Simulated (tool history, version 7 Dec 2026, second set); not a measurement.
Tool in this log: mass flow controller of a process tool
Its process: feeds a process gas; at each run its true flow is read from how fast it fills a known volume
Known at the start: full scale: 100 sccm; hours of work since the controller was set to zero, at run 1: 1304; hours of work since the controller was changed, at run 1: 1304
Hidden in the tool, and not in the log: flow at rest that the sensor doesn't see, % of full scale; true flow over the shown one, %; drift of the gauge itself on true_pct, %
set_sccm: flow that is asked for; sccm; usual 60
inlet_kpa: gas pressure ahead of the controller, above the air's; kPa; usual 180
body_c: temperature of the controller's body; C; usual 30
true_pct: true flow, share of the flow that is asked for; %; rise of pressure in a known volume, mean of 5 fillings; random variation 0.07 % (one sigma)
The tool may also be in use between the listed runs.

run,day,set_sccm,inlet_kpa,body_c,hours of work since the controller was set to zero,hours of work since the controller was changed,true_pct
1,0,60,180,30,1304,1304,99.14
2,7.529,60,145,30,1445,1445,98.88
3,16.371,60,145,30,1610,1610,99.12
4,26.15,60,180,39,1793,1793,98.45
5,32.846,60,180,39,1919,1919,98.47
6,38.188,60,180,39,2018,2018,98.47
7,46.412,12,180,35,2172,2172,98.9
8,54.329,23,180,35,2320,2320,99.08
9,60.617,60,165,28,2438,2438,99.89
10,65.079,84,149,21,2522,2522,100.89
11,74.733,60,175,22,2702,2702,101.03
12,83.75,12,180,25,2871,2871,100.53

Branching from run 12: 5 alternative next runs. What would each branch give?
A,90.167,74,153,30,2991,2991,?
B,90.167,65,180,25,2991,2991,?
C,90.167,29,150,25,2991,2991,?
D,90.167,12,261,25,2991,2991,?
E,90.167,44,158,36,2991,2991,?

run,true_pct
A,100.18
B,101.02
C,100.59
D,101.5
E,99.41
Had the tool no hidden state, the same runs would have come out as:
run,true_pct
A,99
B,99.83
C,99.41
D,100.31
E,98.24
